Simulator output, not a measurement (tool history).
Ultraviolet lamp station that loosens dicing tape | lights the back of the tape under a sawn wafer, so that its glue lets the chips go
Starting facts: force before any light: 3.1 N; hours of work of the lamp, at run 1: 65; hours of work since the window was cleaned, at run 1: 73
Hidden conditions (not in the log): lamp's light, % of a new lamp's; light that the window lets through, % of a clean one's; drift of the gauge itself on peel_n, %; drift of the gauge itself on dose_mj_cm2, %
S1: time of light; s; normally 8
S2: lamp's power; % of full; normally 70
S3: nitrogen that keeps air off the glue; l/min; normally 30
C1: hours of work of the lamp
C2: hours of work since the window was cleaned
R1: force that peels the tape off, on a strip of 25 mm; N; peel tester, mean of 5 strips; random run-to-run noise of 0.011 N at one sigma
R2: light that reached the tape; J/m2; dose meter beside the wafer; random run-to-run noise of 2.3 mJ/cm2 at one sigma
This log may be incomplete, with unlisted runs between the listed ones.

| run | day | S1 | S2 | S3 | C1 | C2 | R1 | R2 |
|---|---|---|---|---|---|---|---|---|
| 1 | 0 | 8 | 70 | 30 | 65 | 73 | 0.523 | 2040 |
| 2 | 0.392 | 8 | 70 | 30 | 70 | 77 | 0.53 | 2020 |
| 3 | 0.838 | 8 | 70 | 28 | 75 | 83 | 0.555 | 1990 |
| 4 | 1.154 | 8 | 70 | 22 | 79 | 86 | 0.622 | 2020 |
| 5 | 1.429 | 8 | 70 | 22 | 82 | 90 | 0.625 | 2010 |
| 6 | 1.808 | 8 | 70 | 22 | 87 | 94 | 0.624 | 1970 |
| 7 | 2.1 | 8 | 70 | 22 | 90 | 97 | 0.603 | 2020 |
| 8 | 2.529 | 8 | 70 | 30 | 95 | 102 | 0.549 | 1970 |
| 9 | 2.912 | 8 | 70 | 30 | 100 | 107 | 0.535 | 1990 |
| 10 | 3.292 | 5 | 70 | 30 | 104 | 111 | 1.001 | 1250 |
| 11 | 3.746 | 5 | 70 | 30 | 109 | 117 | 0.998 | 1240 |
| 12 | 4.138 | 5 | 70 | 30 | 114 | 121 | 1.008 | 1240 |
| 13 | 4.604 | 5 | 98 | 30 | 119 | 127 | 0.666 | 1720 |
| 14 | 4.996 | 5 | 98 | 30 | 124 | 131 | 0.679 | 1730 |
| 15 | 5.212 | 5 | 98 | 30 | 126 | 134 | 0.653 | 1700 |
| 16 | 5.625 | 8 | 70 | 30 | 131 | 139 | 0.549 | 1920 |
| 17 | 6.021 | 8 | 70 | 30 | 136 | 143 | 0.571 | 1960 |
| 18 | 6.483 | 7 | 70 | 30 | 141 | 149 | 0.672 | 1660 |
| 19 | 6.746 | 7 | 70 | 30 | 144 | 152 | 0.695 | 1720 |
| 20 | 6.967 | 7 | 70 | 30 | 147 | 154 | 0.677 | 1690 |
| 21 | 7.354 | 7 | 73 | 14 | 151 | 159 | 0.96 | 1740 |
| 22 | 7.7 | 13 | 76 | 10 | 156 | 163 | 0.475 | 3400 |
|  | 7.742 | window cleaned of glue's vapour |
| 23 | 8.188 | 5 | 70 | 30 | 161 | 5 | 1.072 | 1190 |
| 24 | 8.658 | 5 | 84 | 20 | 166 | 11 | 1.029 | 1430 |
| 25 | 9.071 | 8 | 81 | 30 | 171 | 16 | 0.484 | 2140 |
| 26 | 9.3 | 5 | 60 | 30 | 174 | 18 | 1.22 | 980 |
| 27 | 9.679 | 5 | 60 | 30 | 178 | 23 | 1.194 | 980 |
|  | 9.788 | window cleaned of glue's vapour, once more |
| 28 | 10.154 | 8 | 70 | 19 | 184 | 4 | 0.691 | 2030 |
| 29 | 10.579 | 5 | 70 | 41 | 189 | 9 | 0.858 | 1230 |
| 30 | 10.892 | 5 | 70 | 41 | 192 | 13 | 0.838 | 1260 |
| 31 | 11.275 | 5 | 70 | 41 | 197 | 17 | 0.841 | 1300 |
| 32 | 11.658 | 5 | 90 | 17 | 201 | 22 | 0.927 | 1610 |
| 33 | 12.008 | 7 | 70 | 27 | 205 | 26 | 0.664 | 1780 |
| 34 | 12.4 | 9 | 79 | 27 | 210 | 31 | 0.394 | 2530 |
| 35 | 12.721 | 9 | 79 | 27 | 214 | 34 | 0.391 | 2570 |
| 36 | 13.162 | 4 | 96 | 30 | 219 | 40 | 0.877 | 1390 |
| 37 | 13.508 | 8 | 62 | 9 | 223 | 44 | 1.142 | 1760 |
| 38 | 13.933 | 6 | 89 | 30 | 228 | 49 | 0.571 | 1930 |
| 39 | 14.212 | 6 | 89 | 30 | 231 | 52 | 0.591 | 1920 |

Below are 4 alternative next runs, each starting from the tool's condition after run 39. Predict each:
| A | 14.638 | 11 | 70 | 30 | 236 | 57 | ? | ? |
| B | 14.638 | 8 | 86 | 30 | 236 | 57 | ? | ? |
| C | 14.638 | 7 | 100 | 48 | 236 | 57 | ? | ? |
| D | 14.638 | 8 | 88 | 42 | 236 | 57 | ? | ? |

| run | R1 | R2 |
|---|---|---|
| A | 0.34 | 2750 |
| B | 0.403 | 2470 |
| C | 0.311 | 2510 |
| D | 0.317 | 2490 |
Had the tool no hidden state, the same runs would have come out as:
| run | R1 | R2 |
|---|---|---|
| A | 0.313 | 2910 |
| B | 0.371 | 2610 |
| C | 0.287 | 2660 |
| D | 0.292 | 2640 |
